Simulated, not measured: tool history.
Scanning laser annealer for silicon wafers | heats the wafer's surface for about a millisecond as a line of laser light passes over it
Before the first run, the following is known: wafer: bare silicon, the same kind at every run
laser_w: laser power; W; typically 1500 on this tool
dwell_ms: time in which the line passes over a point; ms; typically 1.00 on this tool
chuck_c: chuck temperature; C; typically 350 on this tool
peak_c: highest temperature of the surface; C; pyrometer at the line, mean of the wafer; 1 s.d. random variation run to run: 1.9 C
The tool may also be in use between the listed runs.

run 1 day=0.000 | laser_w=1500 dwell_ms=1.00 chuck_c=350 | peak_c=1093
run 2 day=0.504 | laser_w=1283 dwell_ms=1.00 chuck_c=350 | peak_c=976
run 3 day=1.492 | laser_w=1283 dwell_ms=1.00 chuck_c=350 | peak_c=976
run 4 day=2.079 | laser_w=1500 dwell_ms=1.00 chuck_c=350 | peak_c=1090
run 5 day=3.067 | laser_w=1500 dwell_ms=0.96 chuck_c=350 | peak_c=1074
run 6 day=3.625 | laser_w=1500 dwell_ms=1.00 chuck_c=350 | peak_c=1090
-- day=4.517 window over the wafer cleaned
run 7 day=4.833 | laser_w=1276 dwell_ms=1.00 chuck_c=350 | peak_c=976
run 8 day=5.692 | laser_w=1276 dwell_ms=1.00 chuck_c=350 | peak_c=974
run 9 day=6.542 | laser_w=1500 dwell_ms=1.00 chuck_c=350 | peak_c=1090
run 10 day=7.550 | laser_w=1500 dwell_ms=1.00 chuck_c=350 | peak_c=1095
run 11 day=8.783 | laser_w=1500 dwell_ms=1.00 chuck_c=350 | peak_c=1089
run 12 day=9.875 | laser_w=1500 dwell_ms=1.00 chuck_c=325 | peak_c=1065
run 13 day=10.904 | laser_w=1500 dwell_ms=1.00 chuck_c=350 | peak_c=1090

What does the tool deliver on the next run?
run 14 day=11.554 | laser_w=1452 dwell_ms=0.85 chuck_c=350 | peak_c=?

peak_c: 1006 C
On a tool with no hidden condition, and with the same random variation, this run would have come out at peak_c 1006 C.
